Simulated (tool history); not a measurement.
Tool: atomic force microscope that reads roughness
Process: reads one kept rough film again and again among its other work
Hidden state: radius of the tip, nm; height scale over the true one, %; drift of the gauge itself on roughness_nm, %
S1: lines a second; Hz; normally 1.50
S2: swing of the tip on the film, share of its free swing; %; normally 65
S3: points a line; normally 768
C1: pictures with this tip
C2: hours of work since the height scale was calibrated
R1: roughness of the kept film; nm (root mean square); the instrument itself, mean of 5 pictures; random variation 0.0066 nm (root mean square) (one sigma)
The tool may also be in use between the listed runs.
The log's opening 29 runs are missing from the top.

{"hour": 1183.0, "done": "new tip fitted"}
{"run": 30, "hour": 1195.0, "S1": 1.5, "S2": 65, "S3": 568, "C1": 21, "C2": 1916, "R1": 1.27}
{"run": 31, "hour": 1223.1, "S1": 1.5, "S2": 65, "S3": 568, "C1": 69, "C2": 1933, "R1": 1.284}
{"run": 32, "hour": 1272.6, "S1": 1.5, "S2": 65, "S3": 568, "C1": 154, "C2": 1962, "R1": 1.245}
{"run": 33, "hour": 1318.1, "S1": 1.5, "S2": 65, "S3": 666, "C1": 232, "C2": 1990, "R1": 1.245}
{"run": 34, "hour": 1343.5, "S1": 1.5, "S2": 65, "S3": 666, "C1": 276, "C2": 2005, "R1": 1.232}
{"hour": 1373.2, "done": "new tip fitted"}
{"run": 35, "hour": 1386.7, "S1": 1.5, "S2": 65, "S3": 666, "C1": 23, "C2": 2030, "R1": 1.277}
{"run": 36, "hour": 1420.3, "S1": 1.5, "S2": 65, "S3": 666, "C1": 81, "C2": 2050, "R1": 1.268}
{"run": 37, "hour": 1462.6, "S1": 1.5, "S2": 65, "S3": 666, "C1": 154, "C2": 2076, "R1": 1.254}
{"run": 38, "hour": 1486.8, "S1": 1.6, "S2": 65, "S3": 730, "C1": 195, "C2": 2090, "R1": 1.237}
{"hour": 1497.6, "done": "height scale calibrated on a step standard"}
{"run": 39, "hour": 1537.3, "S1": 1.15, "S2": 70, "S3": 726, "C1": 280, "C2": 24, "R1": 1.267}
{"hour": 1561.0, "done": "new tip fitted"}
{"run": 40, "hour": 1568.7, "S1": 0.58, "S2": 74, "S3": 707, "C1": 13, "C2": 42, "R1": 1.347}
{"run": 41, "hour": 1618.5, "S1": 1.18, "S2": 66, "S3": 585, "C1": 99, "C2": 72, "R1": 1.315}
{"run": 42, "hour": 1657.6, "S1": 1.18, "S2": 66, "S3": 585, "C1": 166, "C2": 95, "R1": 1.293}
{"run": 43, "hour": 1683.5, "S1": 1.18, "S2": 66, "S3": 585, "C1": 211, "C2": 111, "R1": 1.294}
{"run": 44, "hour": 1719.4, "S1": 1.18, "S2": 66, "S3": 585, "C1": 272, "C2": 132, "R1": 1.27}
{"hour": 1751.3, "done": "new tip fitted"}
{"run": 45, "hour": 1768.1, "S1": 1.01, "S2": 66, "S3": 932, "C1": 29, "C2": 161, "R1": 1.333}
{"run": 46, "hour": 1815.9, "S1": 0.66, "S2": 71, "S3": 354, "C1": 111, "C2": 190, "R1": 1.324}
{"run": 47, "hour": 1868.0, "S1": 3.83, "S2": 66, "S3": 568, "C1": 201, "C2": 221, "R1": 1.145}

5 ways to go on from here, each from the tool as it stands after run 47. What would each give?
{"run": "A", "hour": 1914.4, "S1": 1.07, "S2": 88, "S3": 729, "C1": 280, "C2": 249, "R1": "?"}
{"run": "B", "hour": 1914.4, "S1": 0.8, "S2": 59, "S3": 355, "C1": 280, "C2": 249, "R1": "?"}
{"run": "C", "hour": 1914.4, "S1": 1.05, "S2": 85, "S3": 844, "C1": 280, "C2": 249, "R1": "?"}
{"run": "D", "hour": 1914.4, "S1": 0.8, "S2": 90, "S3": 774, "C1": 280, "C2": 249, "R1": "?"}
{"run": "E", "hour": 1914.4, "S1": 0.72, "S2": 65, "S3": 768, "C1": 280, "C2": 249, "R1": "?"}

run=A R1=1.155
run=B R1=1.325
run=C R1=1.182
run=D R1=1.193
run=E R1=1.316
Take away the tool's hidden state, keep each run's random variation, and the runs would have read:
run=A R1=1.199
run=B R1=1.376
run=C R1=1.227
run=D R1=1.238
run=E R1=1.365

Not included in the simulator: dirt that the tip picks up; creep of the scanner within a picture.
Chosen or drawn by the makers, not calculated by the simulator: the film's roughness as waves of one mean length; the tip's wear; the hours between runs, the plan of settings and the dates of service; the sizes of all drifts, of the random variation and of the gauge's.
